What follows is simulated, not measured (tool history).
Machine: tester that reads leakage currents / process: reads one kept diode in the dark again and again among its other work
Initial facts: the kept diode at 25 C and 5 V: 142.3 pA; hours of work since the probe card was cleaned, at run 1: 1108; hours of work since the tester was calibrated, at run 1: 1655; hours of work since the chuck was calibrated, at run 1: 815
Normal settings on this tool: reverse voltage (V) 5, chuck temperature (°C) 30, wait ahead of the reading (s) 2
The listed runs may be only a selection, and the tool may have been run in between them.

run	day	reverse voltage (V)	chuck temperature (°C)	wait ahead of the reading (s)	hours of work since the probe card was cleaned	hours of work since the tester was calibrated	hours of work since the chuck was calibrated	current that the tester gives (pA)
1	0	5	30	2	1108	1655	815	220.94
2	8.196	5	30	2	1188	1736	895	222.14
3	14.925	5	30	5.34	1254	1802	961	223.39
4	19.171	5	30	5.34	1296	1844	1003	222.43
5	27.279	2.79	30	5.34	1376	1924	1083	178.84
6	35.942	5	30	2	1461	2009	1168	227.12
7	46.125	5	30	2	1561	2109	1268	229.46
8	54.225	5	30	2	1641	2188	1348	229.48
9	59.1	5	30	0.69	1689	2236	1396	231.81
10	64.583	5	30	0.69	1743	2290	1450	233.87
11	74.846	5	30	0.69	1843	2391	1551	237.13
12	83.592	5	30	0.69	1929	2477	1636	236.87
13	89.554	5	30	0.63	1988	2536	1695	238.14
14	99.396	5	30	0.63	2085	2633	1792	240.84
15	108.558	5	30	0.63	2175	2723	1882	241.59
# day 114.2: chuck's temperature calibrated
16	117.325	6.13	30	2	2260	2808	31	272.69
17	126.179	5	51	2	2347	2895	118	1022.78
18	133.662	5	51	2	2421	2969	191	1027.92
19	143.938	5	30	2	2522	3070	292	255.68
20	149.708	5	30	2	2579	3126	349	257.41
21	154.271	5	30	2	2623	3171	394	259.62
22	163.8	5	30	2	2717	3265	488	259.44
# day 166.1: tester calibrated
# day 169.333: chuck's temperature calibrated, once more
23	172.562	5	30	2	2802	63	32	213.07
24	178.562	5	30	2	2861	122	91	215.74
25	187.746	16.41	57	1.6	2951	212	181	2073.35
26	194.933	13.08	39	6.57	3022	283	252	603.58
27	201.875	13.08	39	6.57	3090	351	320	605.71
28	206.083	13.08	39	6.57	3131	392	361	605.28
29	210.792	13.08	39	6.57	3177	439	408	607.28
30	218.992	5.06	28	0.31	3258	519	488	198.23
31	224.375	18.6	43	3.04	3311	572	541	924.23
32	229.371	1.33	21	1.72	3360	621	590	68.06
33	238.504	12.12	47	1.72	3450	711	680	1012.27
34	244.621	1.04	20	2	3510	771	740	57.93
35	249.079	1.75	30	3.7	3554	815	784	147.65
36	254.079	1.75	22	0.88	3603	864	833	84.08
37	263.542	4.43	47	0.88	3696	957	926	697.22
# day 273.062: probe card cleaned and baked
38	273.638	4.43	47	0.88	6	1055	1024	689.44
39	280.542	3.55	41	2	74	1123	1092	425.1

Difference, measured minus no-hidden-state, one row per run. Run-to-run variation is common to both terms; the gauge's own scatter need not be:
The tool's hidden condition here consists of: stray current of the dirty probe card, pA a volt; current scale over the true one, %; true chuck temperature over the reading, C; drift of the gauge itself on leakage_pa, %.
run	current that the tester gives (pA)
1	+12.97
2	+14.44
3	+15.63
4	+16.36
5	+13.45
6	+19.62
7	+21.6
8	+23.04
9	+23.95
10	+25.14
11	+27.31
12	+28.78
13	+29.94
14	+31.94
15	+33.73
16	+47.33
17	+144.96
18	+150.17
19	+48.33
20	+49.56
21	+50.7
22	+52.18
23	+6.95
24	+8.12
25	+39.67
26	+28.96
27	+32.42
28	+34.37
29	+36.54
30	+14.87
31	+62.51
32	+5.16
33	+62.64
34	+4.97
35	+10.96
36	+8.21
37	+47.42
38	+42.56
39	+29.29
